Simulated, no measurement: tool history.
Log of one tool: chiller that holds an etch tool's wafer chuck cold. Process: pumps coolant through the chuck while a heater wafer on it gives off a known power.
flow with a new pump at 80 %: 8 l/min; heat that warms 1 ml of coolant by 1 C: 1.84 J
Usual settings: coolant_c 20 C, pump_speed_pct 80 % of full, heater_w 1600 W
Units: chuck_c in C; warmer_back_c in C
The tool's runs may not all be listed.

run    hour  coolant_c  pump_speed_pct  heater_w  chuck_c  warmer_back_c
  1     0.0         20              80      1600     33.1           6.60
  2   112.1         20              80      1600     33.0           6.53
  3   168.7         20              80      1600     33.1           6.52
  4   265.2         20              96      1600     31.1           5.34
  5   370.0         16              80      1600     28.9           6.62
  6   430.5         20              80      1600     33.1           6.53
  7   530.0         20              80      1600     33.1           6.59
  8   589.5         18              80      1600     31.1           6.55
  9   690.9         14              80      1600     26.9           6.60
 10   819.7         20              73      1600     34.4           7.28
 11   919.4         15              80      1600     28.2           6.48
 12  1040.0         15              80      1600     28.1           6.60
 13  1167.8         15              80      1600     28.2           6.64
 14  1243.5         17              80      1600     30.2           6.66
 15  1299.4         16              80      1600     29.2           6.62
 16  1395.8         20              86      1600     32.2           6.19
 17  1464.7         25              86      1408     35.8           5.36
 18  1542.1         16              86      1408     26.7           5.36
 19  1603.1         16              86      1408     26.7           5.39
 20  1723.6         16              80      1616     29.1           6.73
 21  1829.0         20              74      1144     29.9           5.15
 22  1910.6         20              83      1803     34.2           7.26
     1970.7  -- chiller's thermometer calibrated
 23  1990.8         18              62      1977     38.8          10.91
 24  2080.7         13              70       997     22.1           4.92
 25  2185.5         13              74       997     22.0           4.55
 26  2250.2         13              74       997     21.9           4.63
 27  2322.2         13              74       997     21.9           4.59
 28  2439.2         13              74       997     21.8           4.58

3 ways to go on from here, each from the tool as it stands after run 28. What would each give?
  A  2560.3         20              80      1420        ?              ?
  B  2560.3         29              62      1251        ?              ?
  C  2560.3         13              74      2285        ?              ?

run  chuck_c  warmer_back_c
  A     31.6           5.96
  B     42.4           7.09
  C     33.3          10.45
Without the tool's hidden state the same runs would have given:
run  chuck_c  warmer_back_c
  A     31.5           5.78
  B     42.3           6.90
  C     33.2          10.26
